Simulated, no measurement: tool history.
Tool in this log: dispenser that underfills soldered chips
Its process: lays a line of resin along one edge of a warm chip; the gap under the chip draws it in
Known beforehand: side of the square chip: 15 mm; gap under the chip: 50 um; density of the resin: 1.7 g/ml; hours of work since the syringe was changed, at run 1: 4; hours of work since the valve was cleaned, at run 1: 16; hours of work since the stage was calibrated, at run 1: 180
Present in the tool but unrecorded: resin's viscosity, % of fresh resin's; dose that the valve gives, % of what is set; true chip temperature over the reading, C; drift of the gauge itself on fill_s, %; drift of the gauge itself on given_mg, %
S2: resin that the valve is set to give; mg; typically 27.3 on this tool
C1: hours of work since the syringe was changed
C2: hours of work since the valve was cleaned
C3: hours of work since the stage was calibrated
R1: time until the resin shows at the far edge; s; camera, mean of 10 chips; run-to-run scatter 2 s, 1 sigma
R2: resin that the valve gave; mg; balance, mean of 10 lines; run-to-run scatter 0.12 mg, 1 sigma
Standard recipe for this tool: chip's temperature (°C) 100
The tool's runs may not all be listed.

{"run": 1, "hour": 0.0, "chip's temperature (°C)": 100, "S2": 27.3, "C1": 4, "C2": 16, "C3": 180, "R1": 254, "R2": 27.02}
{"hour": 3.1, "done": "new syringe of resin"}
{"run": 2, "hour": 6.3, "chip's temperature (°C)": 100, "S2": 27.3, "C1": 2, "C2": 20, "C3": 185, "R1": 223.6, "R2": 26.9}
{"run": 3, "hour": 10.9, "chip's temperature (°C)": 95, "S2": 27.3, "C1": 6, "C2": 24, "C3": 188, "R1": 322.6, "R2": 26.76}
{"hour": 11.9, "done": "new syringe of resin"}
{"run": 4, "hour": 15.2, "chip's temperature (°C)": 100, "S2": 27.3, "C1": 2, "C2": 27, "C3": 191, "R1": 218.5, "R2": 26.95}
{"run": 5, "hour": 18.9, "chip's temperature (°C)": 100, "S2": 27.3, "C1": 5, "C2": 29, "C3": 194, "R1": 260.7, "R2": 26.99}
{"hour": 20.5, "done": "new syringe of resin"}
{"run": 6, "hour": 23.9, "chip's temperature (°C)": 100, "S2": 27.3, "C1": 2, "C2": 33, "C3": 197, "R1": 226.3, "R2": 26.87}
{"run": 7, "hour": 26.5, "chip's temperature (°C)": 100, "S2": 27.3, "C1": 4, "C2": 35, "C3": 199, "R1": 251.2, "R2": 26.74}
{"hour": 29.3, "done": "new syringe of resin"}
{"run": 8, "hour": 32.2, "chip's temperature (°C)": 100, "S2": 27.3, "C1": 2, "C2": 39, "C3": 203, "R1": 219.6, "R2": 26.83}
{"run": 9, "hour": 36.7, "chip's temperature (°C)": 100, "S2": 27.3, "C1": 5, "C2": 42, "C3": 206, "R1": 273.9, "R2": 26.6}
{"hour": 38.0, "done": "new syringe of resin"}
{"run": 10, "hour": 39.7, "chip's temperature (°C)": 100, "S2": 27.3, "C1": 1, "C2": 44, "C3": 208, "R1": 205.3, "R2": 26.78}
{"run": 11, "hour": 44.1, "chip's temperature (°C)": 100, "S2": 27.3, "C1": 4, "C2": 47, "C3": 211, "R1": 252.9, "R2": 26.71}
{"hour": 46.7, "done": "new syringe of resin"}
{"run": 12, "hour": 50.7, "chip's temperature (°C)": 100, "S2": 27.3, "C1": 3, "C2": 52, "C3": 216, "R1": 226.8, "R2": 26.61}
{"hour": 55.2, "done": "new syringe of resin"}
{"run": 13, "hour": 55.2, "chip's temperature (°C)": 100, "S2": 27.3, "C1": 0, "C2": 55, "C3": 219, "R1": 182.2, "R2": 26.67}
{"run": 14, "hour": 60.5, "chip's temperature (°C)": 100, "S2": 27.3, "C1": 4, "C2": 59, "C3": 223, "R1": 238.5, "R2": 26.5}
{"hour": 63.9, "done": "new syringe of resin"}
{"run": 15, "hour": 64.8, "chip's temperature (°C)": 100, "S2": 27.3, "C1": 1, "C2": 61, "C3": 226, "R1": 198.8, "R2": 26.32}
{"run": 16, "hour": 70.9, "chip's temperature (°C)": 115, "S2": 25.6, "C1": 5, "C2": 66, "C3": 230, "R1": 172.7, "R2": 24.61}
{"hour": 72.6, "done": "new syringe of resin"}
{"run": 17, "hour": 77.6, "chip's temperature (°C)": 115, "S2": 25.6, "C1": 4, "C2": 71, "C3": 235, "R1": 156, "R2": 24.73}
{"run": 18, "hour": 80.8, "chip's temperature (°C)": 95, "S2": 23.3, "C1": 6, "C2": 73, "C3": 237, "R1": 351.6, "R2": 22.53}
{"hour": 81.4, "done": "new syringe of resin"}
{"run": 19, "hour": 84.5, "chip's temperature (°C)": 99, "S2": 34.6, "C1": 2, "C2": 75, "C3": 240, "R1": 221.5, "R2": 33.19}
{"run": 20, "hour": 88.8, "chip's temperature (°C)": 100, "S2": 28.1, "C1": 5, "C2": 79, "C3": 243, "R1": 273.4, "R2": 27.37}
{"hour": 90.1, "done": "new syringe of resin"}
{"run": 21, "hour": 91.9, "chip's temperature (°C)": 88, "S2": 28.1, "C1": 1, "C2": 81, "C3": 245, "R1": 306.7, "R2": 26.92}
{"run": 22, "hour": 95.4, "chip's temperature (°C)": 109, "S2": 30.4, "C1": 4, "C2": 83, "C3": 247, "R1": 180.2, "R2": 29.07}
{"hour": 98.7, "done": "new syringe of resin"}
{"run": 23, "hour": 99.8, "chip's temperature (°C)": 109, "S2": 30.4, "C1": 1, "C2": 86, "C3": 250, "R1": 145.6, "R2": 29.39}
{"hour": 105.2, "done": "dispensing valve cleaned and set on the balance"}
{"run": 24, "hour": 106.8, "chip's temperature (°C)": 107, "S2": 27.2, "C1": 5, "C2": 1, "C3": 255, "R1": 209.8, "R2": 27.2}
{"hour": 108.5, "done": "new syringe of resin"}
{"run": 25, "hour": 111.6, "chip's temperature (°C)": 107, "S2": 32.5, "C1": 2, "C2": 4, "C3": 258, "R1": 170.3, "R2": 32.23}
{"run": 26, "hour": 116.3, "chip's temperature (°C)": 107, "S2": 32.5, "C1": 6, "C2": 8, "C3": 261, "R1": 211, "R2": 32.5}
{"hour": 117.3, "done": "new syringe of resin"}
{"run": 27, "hour": 122.2, "chip's temperature (°C)": 112, "S2": 28.4, "C1": 4, "C2": 12, "C3": 265, "R1": 162.7, "R2": 28.51}
{"hour": 126.0, "done": "new syringe of resin"}
{"run": 28, "hour": 126.0, "chip's temperature (°C)": 111, "S2": 23.9, "C1": 0, "C2": 14, "C3": 268, "R1": 136.3, "R2": 23.63}
{"run": 29, "hour": 128.5, "chip's temperature (°C)": 96, "S2": 28.9, "C1": 2, "C2": 16, "C3": 270, "R1": 231.1, "R2": 28.41}

A few steps of R1 between consecutive runs. Split each: what settings, incoming material and random variation would produce without the hidden state, and what is left over for the hidden state, along with gauge scatter present in only one of the two compared results (measured, and without hidden state):
Run 17 -> 18: chip's temperature (°C) 115 -> 95, S2 25.6 -> 23.3. R1 +195.6 s: hidden state +81.4, all else +114.2.
Run 18 -> 19: chip's temperature (°C) 95 -> 99, S2 23.3 -> 34.6, new syringe of resin. R1 -130.1 s: hidden state -89, all else -41.1.
